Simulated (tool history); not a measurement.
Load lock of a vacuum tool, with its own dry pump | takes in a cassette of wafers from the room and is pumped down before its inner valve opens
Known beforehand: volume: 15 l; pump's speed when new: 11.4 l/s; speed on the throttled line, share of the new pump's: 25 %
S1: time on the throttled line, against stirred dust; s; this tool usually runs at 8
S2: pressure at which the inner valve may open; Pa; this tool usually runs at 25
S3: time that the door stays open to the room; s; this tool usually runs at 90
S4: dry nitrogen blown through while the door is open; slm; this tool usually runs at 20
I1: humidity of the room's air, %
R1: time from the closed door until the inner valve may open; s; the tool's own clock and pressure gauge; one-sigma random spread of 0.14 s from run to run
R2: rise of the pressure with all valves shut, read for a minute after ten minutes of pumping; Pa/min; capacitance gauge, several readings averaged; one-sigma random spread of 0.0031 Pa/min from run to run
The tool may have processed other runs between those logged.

| run | hour | S1 | S2 | S3 | S4 | I1 | R1 | R2 |
|---|---|---|---|---|---|---|---|---|
| 1 | 0 | 8 | 25 | 90 | 20 | 44.9 | 17.6 | 0.646 |
| 2 | 107 | 8 | 25 | 90 | 20 | 46.2 | 17.8 | 0.668 |
| 3 | 195.6 | 8 | 25 | 90 | 20 | 45.8 | 17.5 | 0.694 |
| 4 | 271.1 | 8 | 25 | 90 | 20 | 47.7 | 17.5 | 0.692 |
| 5 | 370.8 | 8 | 25 | 44 | 20 | 43.9 | 17.5 | 0.699 |
| 6 | 451.3 | 8 | 19 | 44 | 20 | 47.6 | 17.7 | 0.717 |
| 7 | 552.8 | 8 | 25 | 90 | 10 | 44.2 | 17.5 | 0.776 |
| 8 | 611 | 8 | 25 | 90 | 10 | 44.2 | 17.6 | 0.781 |
| 9 | 713.1 | 8 | 25 | 198 | 20 | 46.1 | 17.5 | 0.856 |
|  | 720.5 | door's seal changed, seat wiped |
| 10 | 770.9 | 8 | 25 | 198 | 20 | 43.6 | 17.7 | 0.094 |
| 11 | 841.3 | 8 | 25 | 198 | 20 | 42.2 | 17.9 | 0.098 |
| 12 | 974.9 | 8 | 25 | 90 | 31 | 46 | 17.4 | 0.073 |
| 13 | 1035.9 | 8 | 21 | 90 | 31 | 43.7 | 17.8 | 0.07 |
| 14 | 1116.6 | 8 | 21 | 90 | 8 | 45.4 | 17.6 | 0.108 |
| 15 | 1216.2 | 8 | 21 | 90 | 8 | 45.1 | 17.9 | 0.122 |
| 16 | 1336.3 | 8 | 23 | 90 | 20 | 45.5 | 17.6 | 0.098 |
| 17 | 1467.9 | 11 | 25 | 90 | 20 | 41.4 | 19.7 | 0.107 |
| 18 | 1546.7 | 11 | 25 | 90 | 20 | 45.1 | 19.9 | 0.12 |
| 19 | 1664.3 | 11 | 40 | 90 | 20 | 47.2 | 19.1 | 0.126 |
| 20 | 1774.8 | 8 | 21 | 47 | 20 | 46.3 | 18 | 0.116 |
| 21 | 1835.1 | 8 | 21 | 47 | 20 | 44.2 | 17.9 | 0.117 |
| 22 | 1904.2 | 8 | 20 | 172 | 20 | 42.8 | 18.1 | 0.161 |
| 23 | 1973.4 | 8 | 49 | 90 | 4 | 42.7 | 17 | 0.176 |
| 24 | 2104.2 | 8 | 49 | 90 | 4 | 51.2 | 16.9 | 0.209 |
| 25 | 2169.4 | 15 | 25 | 128 | 20 | 44.8 | 23 | 0.169 |
| 26 | 2296.2 | 7 | 25 | 44 | 20 | 47.6 | 17.1 | 0.15 |
| 27 | 2425.4 | 14 | 28 | 42 | 5 | 44.5 | 21.6 | 0.187 |
| 28 | 2521 | 14 | 28 | 42 | 5 | 49.2 | 22.1 | 0.208 |
| 29 | 2656.4 | 14 | 28 | 42 | 5 | 46.1 | 21.7 | 0.226 |
| 30 | 2754.7 | 14 | 28 | 42 | 5 | 48 | 22.1 | 0.232 |
| 31 | 2866.6 | 5 | 28 | 42 | 6 | 46.8 | 15.4 | 0.248 |
| 32 | 2936.1 | 5 | 28 | 42 | 6 | 47 | 15.7 | 0.25 |
| 33 | 3030.5 | 8 | 25 | 134 | 30 | 46.1 | 17.8 | 0.257 |
| 34 | 3154.4 | 8 | 25 | 134 | 30 | 46.8 | 17.9 | 0.284 |
| 35 | 3233.5 | 8 | 25 | 134 | 30 | 42.7 | 18 | 0.279 |
| 36 | 3310.7 | 8 | 25 | 134 | 7 | 46.8 | 17.7 | 0.347 |

Measured less the same run without the tool's hidden state. The same run-to-run variation is in both; the gauge's scatter may not be:
The hidden state here: pump's speed, % of a new pump's; leak at the door's seal, Pa l/s; drift of the gauge itself on ready_s, %; drift of the gauge itself on rise_pa_min, %.
| run | R1 | R2 |
|---|---|---|
| 1 | +0.6 | +0.584 |
| 2 | +0.6 | +0.603 |
| 3 | +0.5 | +0.63 |
| 4 | +0.6 | +0.628 |
| 5 | +0.6 | +0.66 |
| 6 | +0.6 | +0.673 |
| 7 | +0.6 | +0.695 |
| 8 | +0.6 | +0.703 |
| 9 | +0.7 | +0.755 |
| 10 | +0.7 | +0.003 |
| 11 | +0.7 | +0.008 |
| 12 | +0.7 | +0.014 |
| 13 | +0.7 | +0.017 |
| 14 | +0.7 | +0.022 |
| 15 | +0.7 | +0.028 |
| 16 | +0.7 | +0.035 |
| 17 | +0.6 | +0.045 |
| 18 | +0.7 | +0.05 |
| 19 | +0.6 | +0.059 |
| 20 | +0.8 | +0.066 |
| 21 | +0.7 | +0.069 |
| 22 | +0.7 | +0.076 |
| 23 | +0.7 | +0.08 |
| 24 | +0.7 | +0.092 |
| 25 | +0.7 | +0.098 |
| 26 | +0.8 | +0.106 |
| 27 | +0.6 | +0.122 |
| 28 | +0.7 | +0.134 |
| 29 | +0.6 | +0.152 |
| 30 | +0.7 | +0.162 |
| 31 | +0.9 | +0.177 |
| 32 | +0.9 | +0.184 |
| 33 | +0.9 | +0.194 |
| 34 | +0.9 | +0.215 |
| 35 | +0.9 | +0.219 |
| 36 | +0.9 | +0.233 |
